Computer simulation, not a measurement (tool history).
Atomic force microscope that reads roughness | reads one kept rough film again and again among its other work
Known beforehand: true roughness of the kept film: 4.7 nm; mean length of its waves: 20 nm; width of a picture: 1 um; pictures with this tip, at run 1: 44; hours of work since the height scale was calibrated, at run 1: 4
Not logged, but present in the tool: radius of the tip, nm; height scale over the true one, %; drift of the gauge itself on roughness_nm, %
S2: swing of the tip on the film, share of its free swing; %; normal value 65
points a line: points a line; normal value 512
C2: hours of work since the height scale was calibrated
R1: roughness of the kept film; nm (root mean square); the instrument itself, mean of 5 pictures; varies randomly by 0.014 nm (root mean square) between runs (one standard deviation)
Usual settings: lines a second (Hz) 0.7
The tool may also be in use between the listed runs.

run 1 day=0 | lines_a_second_(Hz)=0.7 S2=65 points_a_line=512 | pictures_with_this_tip=44 C2=4 | R1=3.049
run 2 day=0.621 | lines_a_second_(Hz)=0.7 S2=65 points_a_line=512 | pictures_with_this_tip=65 C2=11 | R1=2.891
run 3 day=1.175 | lines_a_second_(Hz)=3.244 S2=65 points_a_line=512 | pictures_with_this_tip=84 C2=17 | R1=2.633
run 4 day=1.442 | lines_a_second_(Hz)=3.244 S2=65 points_a_line=512 | pictures_with_this_tip=93 C2=19 | R1=2.586
run 5 day=1.921 | lines_a_second_(Hz)=3.244 S2=65 points_a_line=512 | pictures_with_this_tip=110 C2=24 | R1=2.493
run 6 day=2.542 | lines_a_second_(Hz)=3.244 S2=65 points_a_line=512 | pictures_with_this_tip=131 C2=31 | R1=2.375
run 7 day=2.821 | lines_a_second_(Hz)=0.7 S2=65 points_a_line=512 | pictures_with_this_tip=141 C2=34 | R1=2.44
run 8 day=3.079 | lines_a_second_(Hz)=0.7 S2=65 points_a_line=512 | pictures_with_this_tip=150 C2=36 | R1=2.391
run 9 day=3.446 | lines_a_second_(Hz)=1.945 S2=65 points_a_line=512 | pictures_with_this_tip=163 C2=40 | R1=2.277
run 10 day=3.971 | lines_a_second_(Hz)=0.7 S2=65 points_a_line=512 | pictures_with_this_tip=181 C2=46 | R1=2.251
run 11 day=4.475 | lines_a_second_(Hz)=0.7 S2=86 points_a_line=512 | pictures_with_this_tip=198 C2=51 | R1=2.141
run 12 day=4.996 | lines_a_second_(Hz)=0.7 S2=65 points_a_line=276 | pictures_with_this_tip=216 C2=56 | R1=2.067
run 13 day=5.483 | lines_a_second_(Hz)=0.7 S2=65 points_a_line=276 | pictures_with_this_tip=233 C2=61 | R1=2.019
-- day=5.979 new tip fitted
run 14 day=6.046 | lines_a_second_(Hz)=2.13 S2=65 points_a_line=512 | pictures_with_this_tip=2 C2=67 | R1=3.327
run 15 day=6.367 | lines_a_second_(Hz)=2.507 S2=68 points_a_line=512 | pictures_with_this_tip=14 C2=70 | R1=3.199
run 16 day=6.796 | lines_a_second_(Hz)=2.507 S2=68 points_a_line=512 | pictures_with_this_tip=28 C2=75 | R1=3.075
run 17 day=7.333 | lines_a_second_(Hz)=2.507 S2=56 points_a_line=512 | pictures_with_this_tip=47 C2=80 | R1=2.974
run 18 day=7.904 | lines_a_second_(Hz)=2.215 S2=61 points_a_line=485 | pictures_with_this_tip=67 C2=86 | R1=2.848
run 19 day=8.183 | lines_a_second_(Hz)=3.909 S2=58 points_a_line=429 | pictures_with_this_tip=76 C2=89 | R1=2.742
run 20 day=8.65 | lines_a_second_(Hz)=3.909 S2=58 points_a_line=429 | pictures_with_this_tip=92 C2=94 | R1=2.648
run 21 day=9.038 | lines_a_second_(Hz)=3.909 S2=58 points_a_line=429 | pictures_with_this_tip=106 C2=98 | R1=2.534
run 22 day=9.55 | lines_a_second_(Hz)=3.191 S2=67 points_a_line=684 | pictures_with_this_tip=123 C2=103 | R1=2.449
run 23 day=9.962 | lines_a_second_(Hz)=0.7 S2=62 points_a_line=355 | pictures_with_this_tip=138 C2=108 | R1=2.446
run 24 day=10.496 | lines_a_second_(Hz)=0.566 S2=89 points_a_line=512 | pictures_with_this_tip=156 C2=113 | R1=2.306
run 25 day=10.858 | lines_a_second_(Hz)=1.575 S2=63 points_a_line=319 | pictures_with_this_tip=168 C2=117 | R1=2.254
run 26 day=11.258 | lines_a_second_(Hz)=0.7 S2=65 points_a_line=599 | pictures_with_this_tip=182 C2=121 | R1=2.248

5 ways to go on from here, each from the tool as it stands after run 26. What would each give?
run A day=11.558 | lines_a_second_(Hz)=0.985 S2=65 points_a_line=509 | pictures_with_this_tip=193 C2=124 | R1=?
run B day=11.558 | lines_a_second_(Hz)=0.848 S2=73 points_a_line=411 | pictures_with_this_tip=193 C2=124 | R1=?
run C day=11.558 | lines_a_second_(Hz)=0.7 S2=73 points_a_line=512 | pictures_with_this_tip=193 C2=124 | R1=?
run D day=11.558 | lines_a_second_(Hz)=0.531 S2=80 points_a_line=692 | pictures_with_this_tip=193 C2=124 | R1=?
run E day=11.558 | lines_a_second_(Hz)=3.043 S2=59 points_a_line=599 | pictures_with_this_tip=193 C2=124 | R1=?

run=A R1=2.179
run=B R1=2.179
run=C R1=2.177
run=D R1=2.189
run=E R1=2.159
What these runs would have given with no unlogged condition in the tool:
run=A R1=3.441
run=B R1=3.438
run=C R1=3.438
run=D R1=3.458
run=E R1=3.412
